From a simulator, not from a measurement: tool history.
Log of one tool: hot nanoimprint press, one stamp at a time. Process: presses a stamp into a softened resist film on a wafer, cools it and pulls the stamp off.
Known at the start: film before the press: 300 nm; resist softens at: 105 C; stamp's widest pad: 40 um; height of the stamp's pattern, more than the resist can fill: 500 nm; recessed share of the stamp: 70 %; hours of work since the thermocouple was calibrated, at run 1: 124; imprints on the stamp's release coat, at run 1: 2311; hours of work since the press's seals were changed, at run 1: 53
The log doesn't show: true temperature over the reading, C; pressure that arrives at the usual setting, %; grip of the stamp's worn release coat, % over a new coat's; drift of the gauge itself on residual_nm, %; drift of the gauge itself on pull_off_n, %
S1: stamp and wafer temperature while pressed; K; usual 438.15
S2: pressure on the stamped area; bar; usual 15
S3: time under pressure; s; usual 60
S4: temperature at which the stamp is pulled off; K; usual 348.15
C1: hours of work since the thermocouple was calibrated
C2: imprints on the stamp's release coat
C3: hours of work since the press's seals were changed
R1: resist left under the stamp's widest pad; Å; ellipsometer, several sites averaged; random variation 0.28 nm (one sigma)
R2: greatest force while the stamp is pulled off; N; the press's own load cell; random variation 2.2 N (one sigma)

run 1 hour=0 | S1=438.15 S2=15 S3=60 S4=348.15 | C1=124 C2=2311 C3=53 | R1=1523 R2=97
run 2 hour=9.3 | S1=438.15 S2=15 S3=60 S4=348.15 | C1=131 C2=2350 C3=59 | R1=1515 R2=99
run 3 hour=18.5 | S1=438.15 S2=15 S3=60 S4=348.15 | C1=138 C2=2388 C3=66 | R1=1524 R2=96
-- hour=29.6 stamp cleaned and given a new release coat
run 4 hour=34.9 | S1=438.15 S2=15 S3=60 S4=348.15 | C1=145 C2=22 C3=73 | R1=1527 R2=96
run 5 hour=44.2 | S1=438.15 S2=15 S3=57 S4=348.15 | C1=152 C2=60 C3=80 | R1=1554 R2=99
run 6 hour=50.8 | S1=438.15 S2=15 S3=57 S4=348.15 | C1=156 C2=88 C3=85 | R1=1557 R2=97
run 7 hour=61.8 | S1=438.15 S2=15 S3=60 S4=348.15 | C1=164 C2=134 C3=92 | R1=1534 R2=95
run 8 hour=69.9 | S1=438.15 S2=15 S3=60 S4=348.15 | C1=170 C2=167 C3=98 | R1=1540 R2=99
run 9 hour=80.3 | S1=438.15 S2=22.1 S3=60 S4=348.15 | C1=177 C2=210 C3=106 | R1=1276 R2=94
run 10 hour=91 | S1=429.15 S2=22.8 S3=56 S4=348.15 | C1=185 C2=254 C3=113 | R1=1833 R2=98
run 11 hour=102.7 | S1=431.15 S2=21 S3=96 S4=353.15 | C1=193 C2=303 C3=122 | R1=1481 R2=86
run 12 hour=111.9 | S1=438.15 S2=18.7 S3=67 S4=348.15 | C1=200 C2=341 C3=128 | R1=1342 R2=96
run 13 hour=121.3 | S1=438.15 S2=18.7 S3=67 S4=348.15 | C1=207 C2=379 C3=135 | R1=1344 R2=97
-- hour=133.4 gauge calibrated
run 14 hour=134.3 | S1=438.15 S2=18.7 S3=67 S4=348.15 | C1=216 C2=433 C3=144 | R1=1317 R2=94

How the hidden state differs across the entries between the runs, from the last listed run before each to the first after it:
Between runs 3 and 4: stamp cleaned and given a new release coat (hour 29.6)
  pressure that arrives at the usual setting, %: 100 -> 99.99; grip of the stamp's worn release coat, % over a new coat's: 1.3 -> 0; drift of the gauge itself on residual_nm, %: 0.38 -> 0.59
  measured less the result without the state, R1: +5 -> +9 Å
Between runs 13 and 14: gauge calibrated (hour 133.4)
  drift of the gauge itself on residual_nm, %: 2.36 -> 0.02
  measured less the result without the state, R1: +31 -> +0 Å
